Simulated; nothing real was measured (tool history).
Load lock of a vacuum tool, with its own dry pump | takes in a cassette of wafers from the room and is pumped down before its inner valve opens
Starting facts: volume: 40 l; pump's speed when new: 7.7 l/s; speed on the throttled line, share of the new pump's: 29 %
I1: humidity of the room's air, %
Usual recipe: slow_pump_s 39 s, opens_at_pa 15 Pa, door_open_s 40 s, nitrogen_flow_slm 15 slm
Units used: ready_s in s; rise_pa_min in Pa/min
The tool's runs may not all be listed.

{"run": 1, "hour": 0.0, "slow_pump_s": 39, "opens_at_pa": 15, "door_open_s": 40, "nitrogen_flow_slm": 15, "I1": 44.1, "ready_s": 75, "rise_pa_min": 0.054}
{"run": 2, "hour": 297.2, "slow_pump_s": 39, "opens_at_pa": 12, "door_open_s": 40, "nitrogen_flow_slm": 15, "I1": 46.6, "ready_s": 75.9, "rise_pa_min": 0.051}
{"run": 3, "hour": 776.0, "slow_pump_s": 39, "opens_at_pa": 15, "door_open_s": 40, "nitrogen_flow_slm": 15, "I1": 46.2, "ready_s": 74.7, "rise_pa_min": 0.067}
{"run": 4, "hour": 1054.8, "slow_pump_s": 39, "opens_at_pa": 15, "door_open_s": 40, "nitrogen_flow_slm": 15, "I1": 45.4, "ready_s": 75.9, "rise_pa_min": 0.072}
{"run": 5, "hour": 1535.0, "slow_pump_s": 39, "opens_at_pa": 15, "door_open_s": 40, "nitrogen_flow_slm": 15, "I1": 42.3, "ready_s": 74.4, "rise_pa_min": 0.078}
{"run": 6, "hour": 2084.4, "slow_pump_s": 39, "opens_at_pa": 15, "door_open_s": 40, "nitrogen_flow_slm": 15, "I1": 46.1, "ready_s": 75.7, "rise_pa_min": 0.094}
{"run": 7, "hour": 2630.3, "slow_pump_s": 39, "opens_at_pa": 15, "door_open_s": 40, "nitrogen_flow_slm": 15, "I1": 47.9, "ready_s": 74.9, "rise_pa_min": 0.112}
{"run": 8, "hour": 2898.4, "slow_pump_s": 39, "opens_at_pa": 15, "door_open_s": 40, "nitrogen_flow_slm": 15, "I1": 45.9, "ready_s": 75.4, "rise_pa_min": 0.119}
{"run": 9, "hour": 3184.8, "slow_pump_s": 39, "opens_at_pa": 15, "door_open_s": 40, "nitrogen_flow_slm": 15, "I1": 44, "ready_s": 75.8, "rise_pa_min": 0.124}
{"run": 10, "hour": 3559.3, "slow_pump_s": 39, "opens_at_pa": 15, "door_open_s": 40, "nitrogen_flow_slm": 15, "I1": 45.3, "ready_s": 75.3, "rise_pa_min": 0.143}
{"run": 11, "hour": 4103.4, "slow_pump_s": 22, "opens_at_pa": 15, "door_open_s": 40, "nitrogen_flow_slm": 15, "I1": 41.9, "ready_s": 64.1, "rise_pa_min": 0.167}
{"run": 12, "hour": 4371.0, "slow_pump_s": 22, "opens_at_pa": 15, "door_open_s": 40, "nitrogen_flow_slm": 15, "I1": 45.7, "ready_s": 63.3, "rise_pa_min": 0.176}
{"run": 13, "hour": 4750.9, "slow_pump_s": 22, "opens_at_pa": 15, "door_open_s": 40, "nitrogen_flow_slm": 15, "I1": 45.1, "ready_s": 63.9, "rise_pa_min": 0.181}
{"run": 14, "hour": 5049.5, "slow_pump_s": 22, "opens_at_pa": 15, "door_open_s": 40, "nitrogen_flow_slm": 15, "I1": 46.9, "ready_s": 64.5, "rise_pa_min": 0.203}
{"run": 15, "hour": 5278.3, "slow_pump_s": 22, "opens_at_pa": 15, "door_open_s": 40, "nitrogen_flow_slm": 15, "I1": 44.3, "ready_s": 63.7, "rise_pa_min": 0.214}
{"run": 16, "hour": 5846.3, "slow_pump_s": 39, "opens_at_pa": 15, "door_open_s": 40, "nitrogen_flow_slm": 15, "I1": 44.7, "ready_s": 76.8, "rise_pa_min": 0.241}
{"run": 17, "hour": 6385.8, "slow_pump_s": 39, "opens_at_pa": 15, "door_open_s": 40, "nitrogen_flow_slm": 6, "I1": 42.1, "ready_s": 75.9, "rise_pa_min": 0.27}
{"run": 18, "hour": 6774.6, "slow_pump_s": 39, "opens_at_pa": 15, "door_open_s": 40, "nitrogen_flow_slm": 6, "I1": 44.5, "ready_s": 75.7, "rise_pa_min": 0.285}
{"run": 19, "hour": 7051.0, "slow_pump_s": 39, "opens_at_pa": 15, "door_open_s": 40, "nitrogen_flow_slm": 6, "I1": 44.2, "ready_s": 76.3, "rise_pa_min": 0.297}
{"run": 20, "hour": 7543.6, "slow_pump_s": 39, "opens_at_pa": 15, "door_open_s": 107, "nitrogen_flow_slm": 10, "I1": 44.2, "ready_s": 76.9, "rise_pa_min": 0.345}
{"run": 21, "hour": 7939.7, "slow_pump_s": 39, "opens_at_pa": 15, "door_open_s": 107, "nitrogen_flow_slm": 10, "I1": 46.2, "ready_s": 76.3, "rise_pa_min": 0.374}
{"run": 22, "hour": 8348.6, "slow_pump_s": 39, "opens_at_pa": 15, "door_open_s": 107, "nitrogen_flow_slm": 10, "I1": 45.3, "ready_s": 76.5, "rise_pa_min": 0.4}
{"run": 23, "hour": 8729.9, "slow_pump_s": 60, "opens_at_pa": 11, "door_open_s": 107, "nitrogen_flow_slm": 10, "I1": 47.2, "ready_s": 93.1, "rise_pa_min": 0.436}
{"run": 24, "hour": 9009.1, "slow_pump_s": 60, "opens_at_pa": 11, "door_open_s": 107, "nitrogen_flow_slm": 10, "I1": 45.4, "ready_s": 92.2, "rise_pa_min": 0.43}
{"run": 25, "hour": 9381.4, "slow_pump_s": 41, "opens_at_pa": 11, "door_open_s": 115, "nitrogen_flow_slm": 10, "I1": 48.2, "ready_s": 80.3, "rise_pa_min": 0.47}
{"run": 26, "hour": 9676.7, "slow_pump_s": 41, "opens_at_pa": 11, "door_open_s": 115, "nitrogen_flow_slm": 10, "I1": 48.1, "ready_s": 80, "rise_pa_min": 0.483}
{"run": 27, "hour": 9965.5, "slow_pump_s": 41, "opens_at_pa": 11, "door_open_s": 115, "nitrogen_flow_slm": 10, "I1": 43.5, "ready_s": 80.2, "rise_pa_min": 0.494}
{"run": 28, "hour": 10391.9, "slow_pump_s": 41, "opens_at_pa": 11, "door_open_s": 64, "nitrogen_flow_slm": 7, "I1": 43.3, "ready_s": 80.3, "rise_pa_min": 0.523}
{"run": 29, "hour": 10749.4, "slow_pump_s": 41, "opens_at_pa": 11, "door_open_s": 64, "nitrogen_flow_slm": 7, "I1": 45.6, "ready_s": 79.9, "rise_pa_min": 0.542}
{"run": 30, "hour": 11249.3, "slow_pump_s": 41, "opens_at_pa": 11, "door_open_s": 64, "nitrogen_flow_slm": 7, "I1": 44.9, "ready_s": 79.6, "rise_pa_min": 0.575}
{"hour": 11608.8, "done": "door's seal changed, seat wiped"}
{"run": 31, "hour": 11665.9, "slow_pump_s": 39, "opens_at_pa": 21, "door_open_s": 32, "nitrogen_flow_slm": 25, "I1": 44.3, "ready_s": 74.9, "rise_pa_min": 0.03}
{"run": 32, "hour": 12078.9, "slow_pump_s": 39, "opens_at_pa": 20, "door_open_s": 40, "nitrogen_flow_slm": 15, "I1": 46.8, "ready_s": 75, "rise_pa_min": 0.053}
{"run": 33, "hour": 12412.4, "slow_pump_s": 44, "opens_at_pa": 16, "door_open_s": 40, "nitrogen_flow_slm": 15, "I1": 44.1, "ready_s": 79.8, "rise_pa_min": 0.059}
{"run": 34, "hour": 12858.4, "slow_pump_s": 44, "opens_at_pa": 16, "door_open_s": 40, "nitrogen_flow_slm": 37, "I1": 44, "ready_s": 80.3, "rise_pa_min": 0.058}
{"hour": 12903.4, "done": "dry pump taken out, an overhauled one fitted"}
{"run": 35, "hour": 13372.7, "slow_pump_s": 37, "opens_at_pa": 25, "door_open_s": 75, "nitrogen_flow_slm": 25, "I1": 46.6, "ready_s": 69.4, "rise_pa_min": 0.086}
{"run": 36, "hour": 13804.5, "slow_pump_s": 37, "opens_at_pa": 25, "door_open_s": 75, "nitrogen_flow_slm": 25, "I1": 43.3, "ready_s": 69.9, "rise_pa_min": 0.089}

3 options for the next run, each taken on its own from the tool as it stands now. Forecast them:
{"run": "A", "hour": 14077.9, "slow_pump_s": 39, "opens_at_pa": 15, "door_open_s": 40, "nitrogen_flow_slm": 6, "I1": 46.5, "ready_s": "?", "rise_pa_min": "?"}
{"run": "B", "hour": 14077.9, "slow_pump_s": 54, "opens_at_pa": 12, "door_open_s": 68, "nitrogen_flow_slm": 15, "I1": 48.7, "ready_s": "?", "rise_pa_min": "?"}
{"run": "C", "hour": 14077.9, "slow_pump_s": 58, "opens_at_pa": 15, "door_open_s": 41, "nitrogen_flow_slm": 32, "I1": 44.3, "ready_s": "?", "rise_pa_min": "?"}

run=A ready_s=73.6 rise_pa_min=0.107
run=B ready_s=86 rise_pa_min=0.104
run=C ready_s=87.3 rise_pa_min=0.084
Without the tool's hidden state the same runs would have given:
run=A ready_s=73.4 rise_pa_min=0.056
run=B ready_s=85.8 rise_pa_min=0.052
run=C ready_s=87.1 rise_pa_min=0.031
